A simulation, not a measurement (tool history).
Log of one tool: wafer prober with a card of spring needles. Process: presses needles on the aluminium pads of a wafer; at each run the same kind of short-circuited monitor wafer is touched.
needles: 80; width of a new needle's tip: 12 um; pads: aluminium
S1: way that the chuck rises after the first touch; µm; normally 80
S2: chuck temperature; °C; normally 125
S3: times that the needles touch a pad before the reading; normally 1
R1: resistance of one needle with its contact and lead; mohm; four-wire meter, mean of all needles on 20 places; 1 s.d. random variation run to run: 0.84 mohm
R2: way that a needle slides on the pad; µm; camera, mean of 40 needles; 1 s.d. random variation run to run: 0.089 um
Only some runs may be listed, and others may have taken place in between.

run,hour,S1,S2,S3,R1,R2
1,0,80,125,1,220,10.47
# hour 7.1: tips cleaned on abrasive film
# hour 18.4: tips cleaned on abrasive film
2,18.4,80,125,1,217.3,10.18
# hour 29.7: tips cleaned on abrasive film
3,32.1,80,26,1,197.6,10.15
# hour 41: tips cleaned on abrasive film
4,49.2,80,26,1,199.9,10.34
# hour 52: tips cleaned on abrasive film
# hour 63.2: tips cleaned on abrasive film
5,63.2,80,26,1,198.6,10.24
# hour 74.6: tips cleaned on abrasive film
6,80.5,82,125,1,220.7,10.56
# hour 85.4: tips cleaned on abrasive film
# hour 96.3: tips cleaned on abrasive film
7,101,82,125,1,221.7,10.5
# hour 107.4: tips cleaned on abrasive film
8,111.6,80,125,1,219.2,10.15
# hour 118: tips cleaned on abrasive film
9,125.5,80,125,1,220.7,10.17
# hour 127.5: height of the first contact set anew
# hour 129.6: tips cleaned on abrasive film
# hour 141.8: tips cleaned on abrasive film
10,144.5,80,125,2,219.7,9.67
# hour 153.4: tips cleaned on abrasive film
# hour 156.5: height of the first contact set anew, once more
11,159.8,80,125,2,219,10.97
# hour 164.9: tips cleaned on abrasive film
12,172,80,125,2,220,10.88
# hour 176.7: tips cleaned on abrasive film
13,185.6,80,125,2,220,10.94
# hour 187.9: tips cleaned on abrasive film
# hour 199.5: tips cleaned on abrasive film
14,205.6,80,125,2,218.6,10.92
# hour 210.3: tips cleaned on abrasive film
# hour 221: tips cleaned on abrasive film
15,224.2,80,125,2,217,11
# hour 232.4: tips cleaned on abrasive film
16,234.8,80,125,2,219.3,10.81
# hour 243.3: tips cleaned on abrasive film
17,248.5,80,63,2,205.4,10.93
# hour 254.4: tips cleaned on abrasive film
18,260.8,61,30,1,206.3,8.27
# hour 266.2: tips cleaned on abrasive film
19,274.1,86,47,2,201.3,11.7

Run 20 comes next. What will it give?
# hour 277.2: tips cleaned on abrasive film
20,284.7,76,125,1,?,?

R1: 221.1 mohm
R2: 10.44 µm
The same run, on a tool lacking any hidden state, would have yielded R1 218.5 mohm, R2 10.61 µm.
